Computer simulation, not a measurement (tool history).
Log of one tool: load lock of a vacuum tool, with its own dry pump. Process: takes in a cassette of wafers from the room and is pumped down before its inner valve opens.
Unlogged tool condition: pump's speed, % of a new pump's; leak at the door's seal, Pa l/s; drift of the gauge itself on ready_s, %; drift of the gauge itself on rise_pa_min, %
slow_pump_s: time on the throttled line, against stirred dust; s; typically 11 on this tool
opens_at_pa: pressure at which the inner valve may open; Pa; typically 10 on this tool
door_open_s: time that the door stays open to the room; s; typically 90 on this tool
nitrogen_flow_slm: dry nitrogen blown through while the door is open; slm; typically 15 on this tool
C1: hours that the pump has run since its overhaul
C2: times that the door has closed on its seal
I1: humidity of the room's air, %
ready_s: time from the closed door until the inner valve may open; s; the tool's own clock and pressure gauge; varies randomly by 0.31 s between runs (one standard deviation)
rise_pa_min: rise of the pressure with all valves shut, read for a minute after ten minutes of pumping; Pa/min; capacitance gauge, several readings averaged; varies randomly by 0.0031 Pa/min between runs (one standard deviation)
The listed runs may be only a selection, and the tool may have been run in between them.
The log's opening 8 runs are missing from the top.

run 9 hour=1731.7 | slow_pump_s=11 opens_at_pa=10 door_open_s=29 nitrogen_flow_slm=15 | C1=9627 C2=9595 | I1=41.9 | ready_s=29.3 rise_pa_min=0.111
run 10 hour=1967.1 | slow_pump_s=11 opens_at_pa=10 door_open_s=29 nitrogen_flow_slm=15 | C1=9863 C2=9899 | I1=47.8 | ready_s=30.2 rise_pa_min=0.121
run 11 hour=2257.7 | slow_pump_s=11 opens_at_pa=10 door_open_s=29 nitrogen_flow_slm=15 | C1=10153 C2=10274 | I1=44.8 | ready_s=29.4 rise_pa_min=0.113
run 12 hour=2431.6 | slow_pump_s=11 opens_at_pa=10 door_open_s=90 nitrogen_flow_slm=15 | C1=10327 C2=10498 | I1=46.4 | ready_s=29.2 rise_pa_min=0.140
run 13 hour=2601.6 | slow_pump_s=11 opens_at_pa=10 door_open_s=90 nitrogen_flow_slm=15 | C1=10497 C2=10717 | I1=43.7 | ready_s=29.9 rise_pa_min=0.147
run 14 hour=2759.7 | slow_pump_s=11 opens_at_pa=10 door_open_s=90 nitrogen_flow_slm=15 | C1=10655 C2=10921 | I1=39.0 | ready_s=30.2 rise_pa_min=0.147
run 15 hour=3065.9 | slow_pump_s=11 opens_at_pa=10 door_open_s=90 nitrogen_flow_slm=15 | C1=10962 C2=11316 | I1=43.0 | ready_s=29.7 rise_pa_min=0.152
run 16 hour=3331.9 | slow_pump_s=11 opens_at_pa=10 door_open_s=90 nitrogen_flow_slm=26 | C1=11227 C2=11659 | I1=48.5 | ready_s=30.0 rise_pa_min=0.153
run 17 hour=3488.8 | slow_pump_s=11 opens_at_pa=10 door_open_s=90 nitrogen_flow_slm=26 | C1=11384 C2=11862 | I1=42.8 | ready_s=30.2 rise_pa_min=0.150
run 18 hour=3776.6 | slow_pump_s=11 opens_at_pa=10 door_open_s=90 nitrogen_flow_slm=26 | C1=11672 C2=12233 | I1=45.3 | ready_s=29.6 rise_pa_min=0.163
run 19 hour=4077.3 | slow_pump_s=11 opens_at_pa=10 door_open_s=90 nitrogen_flow_slm=26 | C1=11973 C2=12621 | I1=45.3 | ready_s=29.8 rise_pa_min=0.161
run 20 hour=4236.2 | slow_pump_s=11 opens_at_pa=9 door_open_s=90 nitrogen_flow_slm=26 | C1=12132 C2=12826 | I1=46.9 | ready_s=30.3 rise_pa_min=0.174

The next listed run, before its measurement:
run 21 hour=4435.5 | slow_pump_s=17 opens_at_pa=11 door_open_s=90 nitrogen_flow_slm=16 | C1=12331 C2=13083 | I1=44.8 | ready_s=? rise_pa_min=?

Run 21 gave ready_s 33.7 s, rise_pa_min 0.178 Pa/min.
The same run, on a tool lacking any hidden state, would have yielded ready_s 30.7 s, rise_pa_min 0.057 Pa/min.
